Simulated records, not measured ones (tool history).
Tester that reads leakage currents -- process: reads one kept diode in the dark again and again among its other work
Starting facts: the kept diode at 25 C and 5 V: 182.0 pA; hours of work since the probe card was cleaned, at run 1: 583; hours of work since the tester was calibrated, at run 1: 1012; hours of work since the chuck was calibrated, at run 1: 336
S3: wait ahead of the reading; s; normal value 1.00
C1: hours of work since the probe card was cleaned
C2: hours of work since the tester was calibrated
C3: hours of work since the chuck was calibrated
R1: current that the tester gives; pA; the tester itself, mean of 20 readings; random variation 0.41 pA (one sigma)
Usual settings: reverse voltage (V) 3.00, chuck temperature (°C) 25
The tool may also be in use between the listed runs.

run 1 day=0.000 | reverse_voltage_(V)=3.00 chuck_temperature_(°C)=25 S3=1.00 | C1=583 C2=1012 C3=336 | R1=139.63
run 2 day=1.550 | reverse_voltage_(V)=3.00 chuck_temperature_(°C)=25 S3=1.00 | C1=599 C2=1027 C3=352 | R1=139.41
run 3 day=3.125 | reverse_voltage_(V)=3.00 chuck_temperature_(°C)=25 S3=3.02 | C1=615 C2=1044 C3=368 | R1=138.58
run 4 day=4.579 | reverse_voltage_(V)=3.00 chuck_temperature_(°C)=21 S3=1.00 | C1=630 C2=1058 C3=383 | R1=96.20
run 5 day=6.975 | reverse_voltage_(V)=3.00 chuck_temperature_(°C)=21 S3=1.00 | C1=655 C2=1083 C3=407 | R1=95.67
run 6 day=9.396 | reverse_voltage_(V)=3.00 chuck_temperature_(°C)=21 S3=0.58 | C1=679 C2=1108 C3=432 | R1=96.08
run 7 day=12.654 | reverse_voltage_(V)=3.00 chuck_temperature_(°C)=21 S3=0.58 | C1=712 C2=1141 C3=465 | R1=96.49
run 8 day=14.950 | reverse_voltage_(V)=3.00 chuck_temperature_(°C)=25 S3=0.52 | C1=736 C2=1164 C3=488 | R1=140.28
run 9 day=17.121 | reverse_voltage_(V)=3.00 chuck_temperature_(°C)=25 S3=0.52 | C1=758 C2=1186 C3=511 | R1=140.54
run 10 day=19.621 | reverse_voltage_(V)=3.00 chuck_temperature_(°C)=25 S3=0.52 | C1=784 C2=1212 C3=536 | R1=140.86
run 11 day=21.796 | reverse_voltage_(V)=3.00 chuck_temperature_(°C)=25 S3=0.52 | C1=806 C2=1234 C3=558 | R1=140.54
run 12 day=24.429 | reverse_voltage_(V)=3.00 chuck_temperature_(°C)=25 S3=0.52 | C1=833 C2=1261 C3=585 | R1=141.22
run 13 day=25.925 | reverse_voltage_(V)=3.00 chuck_temperature_(°C)=25 S3=0.52 | C1=848 C2=1276 C3=601 | R1=141.40
run 14 day=28.704 | reverse_voltage_(V)=3.00 chuck_temperature_(°C)=25 S3=1.00 | C1=876 C2=1305 C3=629 | R1=140.68
run 15 day=30.429 | reverse_voltage_(V)=7.48 chuck_temperature_(°C)=25 S3=1.00 | C1=894 C2=1322 C3=646 | R1=241.70
run 16 day=33.079 | reverse_voltage_(V)=7.48 chuck_temperature_(°C)=25 S3=1.00 | C1=921 C2=1349 C3=674 | R1=241.20
run 17 day=34.579 | reverse_voltage_(V)=7.48 chuck_temperature_(°C)=25 S3=1.00 | C1=936 C2=1365 C3=689 | R1=241.15
run 18 day=37.292 | reverse_voltage_(V)=3.00 chuck_temperature_(°C)=25 S3=1.00 | C1=964 C2=1392 C3=717 | R1=141.79
run 19 day=39.867 | reverse_voltage_(V)=3.00 chuck_temperature_(°C)=25 S3=1.00 | C1=990 C2=1419 C3=743 | R1=141.17
run 20 day=41.475 | reverse_voltage_(V)=3.00 chuck_temperature_(°C)=25 S3=1.00 | C1=1007 C2=1435 C3=759 | R1=141.63
run 21 day=43.204 | reverse_voltage_(V)=3.00 chuck_temperature_(°C)=25 S3=1.00 | C1=1024 C2=1453 C3=777 | R1=141.17
run 22 day=45.908 | reverse_voltage_(V)=3.00 chuck_temperature_(°C)=40 S3=0.35 | C1=1052 C2=1480 C3=804 | R1=533.71
run 23 day=47.362 | reverse_voltage_(V)=19.44 chuck_temperature_(°C)=28 S3=0.50 | C1=1067 C2=1495 C3=819 | R1=561.45
run 24 day=49.550 | reverse_voltage_(V)=8.90 chuck_temperature_(°C)=25 S3=4.41 | C1=1089 C2=1517 C3=842 | R1=268.23
run 25 day=51.829 | reverse_voltage_(V)=8.90 chuck_temperature_(°C)=25 S3=4.41 | C1=1112 C2=1541 C3=865 | R1=268.70
run 26 day=54.679 | reverse_voltage_(V)=8.90 chuck_temperature_(°C)=25 S3=4.41 | C1=1141 C2=1570 C3=894 | R1=268.83
run 27 day=56.729 | reverse_voltage_(V)=6.64 chuck_temperature_(°C)=57 S3=3.14 | C1=1162 C2=1591 C3=915 | R1=3331.73
run 28 day=59.179 | reverse_voltage_(V)=10.33 chuck_temperature_(°C)=36 S3=1.00 | C1=1187 C2=1616 C3=940 | R1=780.61
run 29 day=61.850 | reverse_voltage_(V)=10.33 chuck_temperature_(°C)=36 S3=1.00 | C1=1215 C2=1643 C3=967 | R1=779.66
run 30 day=63.483 | reverse_voltage_(V)=3.00 chuck_temperature_(°C)=35 S3=1.00 | C1=1231 C2=1660 C3=984 | R1=348.52
run 31 day=65.283 | reverse_voltage_(V)=2.06 chuck_temperature_(°C)=35 S3=4.42 | C1=1250 C2=1678 C3=1002 | R1=280.36
-- day=66.738 probe card cleaned and baked
run 32 day=67.250 | reverse_voltage_(V)=1.37 chuck_temperature_(°C)=32 S3=4.42 | C1=5 C2=1697 C3=1021 | R1=167.66
run 33 day=69.408 | reverse_voltage_(V)=2.93 chuck_temperature_(°C)=29 S3=1.78 | C1=27 C2=1719 C3=1043 | R1=199.85
run 34 day=71.642 | reverse_voltage_(V)=15.43 chuck_temperature_(°C)=52 S3=0.30 | C1=50 C2=1742 C3=1066 | R1=3651.09
run 35 day=73.979 | reverse_voltage_(V)=1.14 chuck_temperature_(°C)=25 S3=3.98 | C1=74 C2=1766 C3=1090 | R1=80.20
run 36 day=76.908 | reverse_voltage_(V)=2.82 chuck_temperature_(°C)=25 S3=1.00 | C1=104 C2=1795 C3=1120 | R1=135.79
run 37 day=79.458 | reverse_voltage_(V)=2.82 chuck_temperature_(°C)=43 S3=1.00 | C1=130 C2=1821 C3=1146 | R1=659.65
run 38 day=82.471 | reverse_voltage_(V)=2.82 chuck_temperature_(°C)=41 S3=1.41 | C1=161 C2=1852 C3=1176 | R1=562.08
run 39 day=84.242 | reverse_voltage_(V)=1.72 chuck_temperature_(°C)=33 S3=3.52 | C1=179 C2=1870 C3=1195 | R1=212.39

Branching from run 39: 5 alternative next runs. What would each branch give?
run A day=86.867 | reverse_voltage_(V)=5.80 chuck_temperature_(°C)=33 S3=3.52 | C1=205 C2=1897 C3=1221 | R1=?
run B day=86.867 | reverse_voltage_(V)=3.68 chuck_temperature_(°C)=37 S3=0.61 | C1=205 C2=1897 C3=1221 | R1=?
run C day=86.867 | reverse_voltage_(V)=3.00 chuck_temperature_(°C)=25 S3=8.90 | C1=205 C2=1897 C3=1221 | R1=?
run D day=86.867 | reverse_voltage_(V)=13.63 chuck_temperature_(°C)=37 S3=3.52 | C1=205 C2=1897 C3=1221 | R1=?
run E day=86.867 | reverse_voltage_(V)=4.53 chuck_temperature_(°C)=45 S3=2.56 | C1=205 C2=1897 C3=1221 | R1=?

run=A R1=425.92
run=B R1=466.51
run=C R1=139.67
run=D R1=989.56
run=E R1=1029.18
Without the tool's hidden state the same runs would have given:
run=A R1=412.84
run=B R1=453.05
run=C R1=134.95
run=D R1=960.04
run=E R1=1001.73

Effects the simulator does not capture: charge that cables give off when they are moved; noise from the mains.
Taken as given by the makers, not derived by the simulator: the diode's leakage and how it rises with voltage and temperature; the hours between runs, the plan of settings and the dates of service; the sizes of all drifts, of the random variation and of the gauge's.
